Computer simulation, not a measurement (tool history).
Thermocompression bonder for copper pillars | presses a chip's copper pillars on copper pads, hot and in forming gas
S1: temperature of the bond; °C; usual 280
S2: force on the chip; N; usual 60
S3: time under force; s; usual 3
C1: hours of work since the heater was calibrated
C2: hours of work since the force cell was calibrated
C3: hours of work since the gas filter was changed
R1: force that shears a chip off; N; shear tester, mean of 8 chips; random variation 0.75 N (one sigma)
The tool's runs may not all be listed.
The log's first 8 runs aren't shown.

run     day   S1  S2  S3   C1   C2   C3     R1
  9   4.504  280  60   3  636  451  148   70.3
 10   5.388  280  60   3  648  463  159   71.9
 11   6.083  280  60   3  657  472  168   71.6
 12   6.458  280  60   3  662  477  173   71.3
 13   7.304  280  60   3  673  488  184   70.7
      7.579  -- forming gas filter changed
 14   8.033  280  60   3  682  497    6   76.7
 15   8.904  296  60   3  693  508   17   91.7
 16   9.488  296  60   3  701  516   25   89.8
 17   9.925  296  60   3  707  522   31   90.6
 18  10.433  296  60   3  713  528   37   90.5
 19  11.254  296  60   3  724  539   48   88.6
 20  11.821  296  60   3  732  546   55   89.5
 21  12.258  296  60   3  737  552   61   89.2
 22  13.138  280  47   7  749  564   73   79.3
 23  13.938  305  53   3  759  574   83     89
 24  14.792  280  87   3  770  585   94   94.8
 25  15.183  292  45   4  776  590   99   75.2
 26  15.904  277  60   6  785  600  109   87.9
 27  16.338  277  43   4  791  605  114   59.6
 28  17.146  291  86   3  801  616  125  101.5
 29  17.612  291  86   3  807  622  131  101.2
 30  18.396  254  48   2  818  632  141   34.4
 31  19.233  305  48   7  828  643  152   99.9

The next listed run, before its measurement:
 32  19.875  260  48   7  837  652  161   ?

R1: 62.1 N
Without the tool's hidden state the same run would have given R1 60.1 N.
